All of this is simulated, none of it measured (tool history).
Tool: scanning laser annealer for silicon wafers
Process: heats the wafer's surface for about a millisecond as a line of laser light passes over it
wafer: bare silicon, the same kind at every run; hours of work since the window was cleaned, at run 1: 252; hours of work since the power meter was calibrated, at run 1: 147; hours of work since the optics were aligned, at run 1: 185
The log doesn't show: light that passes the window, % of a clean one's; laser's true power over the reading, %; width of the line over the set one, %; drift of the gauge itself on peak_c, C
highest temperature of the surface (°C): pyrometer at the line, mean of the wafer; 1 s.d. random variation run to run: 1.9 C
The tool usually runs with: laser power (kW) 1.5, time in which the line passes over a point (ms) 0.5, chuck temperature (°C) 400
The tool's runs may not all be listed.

| run | hour | laser power (kW) | time in which the line passes over a point (ms) | chuck temperature (°C) | hours of work since the window was cleaned | hours of work since the power meter was calibrated | hours of work since the optics were aligned | highest temperature of the surface (°C) |
|---|---|---|---|---|---|---|---|---|
| 1 | 0 | 1.5 | 0.5 | 400 | 252 | 147 | 185 | 1094 |
| 2 | 6.8 | 1.5 | 0.5 | 400 | 256 | 151 | 190 | 1093 |
| 3 | 19.5 | 1.5 | 0.501 | 400 | 264 | 159 | 198 | 1094 |
| 4 | 30.6 | 1.5 | 0.5 | 393 | 271 | 166 | 205 | 1084 |
| 5 | 42.2 | 1.593 | 0.5 | 400 | 278 | 173 | 212 | 1143 |
| 6 | 48.7 | 1.342 | 0.387 | 409 | 282 | 177 | 216 | 947 |
|  | 52.6 | laser's power meter calibrated |
| 7 | 62.6 | 1.647 | 0.388 | 394 | 289 | 6 | 223 | 1080 |
| 8 | 73.7 | 1.608 | 0.497 | 396 | 296 | 13 | 230 | 1143 |
| 9 | 80.9 | 1.608 | 0.469 | 396 | 300 | 18 | 234 | 1119 |

Run 10 has not been measured yet. What should we expect?
| 10 | 88.5 | 1.569 | 0.469 | 396 | 305 | 22 | 239 | ? |

{"run 10": {"highest temperature of the surface (°C)": 1101}}
On a tool with no hidden condition, and with the same random variation, this run would have come out at highest temperature of the surface (°C) 1136.
